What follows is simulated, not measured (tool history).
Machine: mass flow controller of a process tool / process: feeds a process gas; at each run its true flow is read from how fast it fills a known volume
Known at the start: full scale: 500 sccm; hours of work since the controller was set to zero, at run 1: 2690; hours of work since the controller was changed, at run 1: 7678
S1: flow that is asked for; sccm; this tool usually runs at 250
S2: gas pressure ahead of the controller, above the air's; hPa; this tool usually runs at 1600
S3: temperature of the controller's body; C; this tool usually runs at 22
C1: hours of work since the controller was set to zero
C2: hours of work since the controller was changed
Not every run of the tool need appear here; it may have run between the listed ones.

run 1 hour=0 | S1=250 S2=1600 S3=22 | C1=2690 C2=7678 | true_flow_(%)=102
run 2 hour=236 | S1=72 S2=1600 S3=22 | C1=2830 C2=7818 | true_flow_(%)=105.36
run 3 hour=545.7 | S1=183 S2=1600 S3=22 | C1=3013 C2=8001 | true_flow_(%)=102.72
run 4 hour=796.7 | S1=183 S2=1600 S3=22 | C1=3162 C2=8150 | true_flow_(%)=102.82
run 5 hour=1050.1 | S1=250 S2=1600 S3=35 | C1=3312 C2=8300 | true_flow_(%)=101.36
run 6 hour=1205.5 | S1=465 S2=1600 S3=22 | C1=3404 C2=8392 | true_flow_(%)=102.42
run 7 hour=1404.8 | S1=250 S2=1600 S3=22 | C1=3522 C2=8510 | true_flow_(%)=102.77
run 8 hour=1631.4 | S1=250 S2=1600 S3=22 | C1=3657 C2=8644 | true_flow_(%)=102.82
run 9 hour=1771.7 | S1=250 S2=1600 S3=22 | C1=3740 C2=8728 | true_flow_(%)=102.84
run 10 hour=2031.1 | S1=250 S2=1600 S3=22 | C1=3893 C2=8881 | true_flow_(%)=102.79
-- hour=2147.1 controller exchanged for a calibrated one
run 11 hour=2342.7 | S1=250 S2=1600 S3=22 | C1=116 C2=116 | true_flow_(%)=99.46
run 12 hour=2541.2 | S1=250 S2=1600 S3=22 | C1=234 C2=234 | true_flow_(%)=99.41
run 13 hour=2845.7 | S1=250 S2=1600 S3=22 | C1=414 C2=414 | true_flow_(%)=99.65
run 14 hour=3052.6 | S1=250 S2=1600 S3=22 | C1=537 C2=537 | true_flow_(%)=99.7
run 15 hour=3201.3 | S1=54 S2=1600 S3=22 | C1=625 C2=625 | true_flow_(%)=100.38
run 16 hour=3531.4 | S1=351 S2=1930 S3=21 | C1=820 C2=820 | true_flow_(%)=100.07
run 17 hour=3865.3 | S1=61 S2=1600 S3=25 | C1=1018 C2=1018 | true_flow_(%)=100.78
run 18 hour=4047.1 | S1=63 S2=1600 S3=40 | C1=1126 C2=1126 | true_flow_(%)=99.7
run 19 hour=4191 | S1=63 S2=1600 S3=37 | C1=1211 C2=1211 | true_flow_(%)=100.24
-- hour=4206.6 controller's zero set anew
run 20 hour=4421.1 | S1=235 S2=1970 S3=22 | C1=127 C2=1347 | true_flow_(%)=100.72
run 21 hour=4601.8 | S1=235 S2=1970 S3=22 | C1=234 C2=1454 | true_flow_(%)=100.65
-- hour=4665.4 controller's zero set anew, once more
run 22 hour=4771.3 | S1=235 S2=1970 S3=22 | C1=63 C2=1554 | true_flow_(%)=99.37
run 23 hour=4922.2 | S1=235 S2=2580 S3=26 | C1=152 C2=1644 | true_flow_(%)=99.01

Run 24 has not been measured yet. What should we expect?
run 24 hour=5124.9 | S1=417 S2=1420 S3=26 | C1=272 C2=1764 | true_flow_(%)=?

Run 24 produced true flow (%) 99.85.
With the hidden condition absent and the run-to-run variation left alone, this run would have shown true flow (%) 99.76.
